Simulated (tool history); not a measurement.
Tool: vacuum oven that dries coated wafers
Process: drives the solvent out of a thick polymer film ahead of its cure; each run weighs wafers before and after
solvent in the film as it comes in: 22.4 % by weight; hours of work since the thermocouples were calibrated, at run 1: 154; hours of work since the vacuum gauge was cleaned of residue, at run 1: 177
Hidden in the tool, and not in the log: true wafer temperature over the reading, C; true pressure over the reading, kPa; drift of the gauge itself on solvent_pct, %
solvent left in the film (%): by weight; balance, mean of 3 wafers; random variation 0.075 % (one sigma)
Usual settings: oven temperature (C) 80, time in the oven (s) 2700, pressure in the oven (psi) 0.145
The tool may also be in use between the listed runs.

| run | hour | oven temperature (C) | time in the oven (s) | pressure in the oven (psi) | hours of work since the thermocouples were calibrated | hours of work since the vacuum gauge was cleaned of residue | solvent left in the film (%) |
|---|---|---|---|---|---|---|---|
| 1 | 0 | 80 | 2700 | 0.145 | 154 | 177 | 5.76 |
| 2 | 11.6 | 80 | 2700 | 0.145 | 159 | 182 | 5.84 |
| 3 | 22.3 | 80 | 2700 | 0.145 | 164 | 186 | 5.72 |
| 4 | 36.7 | 80 | 2700 | 0.145 | 170 | 193 | 5.66 |
| 5 | 45.6 | 80 | 2700 | 0.154 | 174 | 196 | 5.76 |
| 6 | 54.4 | 80 | 2700 | 0.145 | 177 | 200 | 5.78 |
| 7 | 69.9 | 80 | 2700 | 0.145 | 184 | 207 | 5.73 |
| 8 | 80.4 | 83 | 2700 | 0.145 | 189 | 211 | 4.95 |
| 9 | 93.4 | 83 | 2700 | 0.145 | 194 | 217 | 4.84 |
| 10 | 108.6 | 83 | 2700 | 0.145 | 201 | 223 | 4.98 |
| 11 | 123.7 | 83 | 2700 | 0.145 | 207 | 230 | 4.89 |
| 12 | 131.6 | 83 | 2700 | 0.145 | 210 | 233 | 4.95 |
| 13 | 140.8 | 83 | 2700 | 0.145 | 214 | 237 | 4.94 |
| 14 | 150.7 | 83 | 2700 | 0.145 | 218 | 241 | 4.92 |

The next listed run, before its measurement:
| 15 | 161.3 | 80 | 2700 | 0.145 | 223 | 246 | ? |

solvent left in the film (%): 5.9
Without the tool's hidden state the same run would have given solvent left in the film (%) 5.68.

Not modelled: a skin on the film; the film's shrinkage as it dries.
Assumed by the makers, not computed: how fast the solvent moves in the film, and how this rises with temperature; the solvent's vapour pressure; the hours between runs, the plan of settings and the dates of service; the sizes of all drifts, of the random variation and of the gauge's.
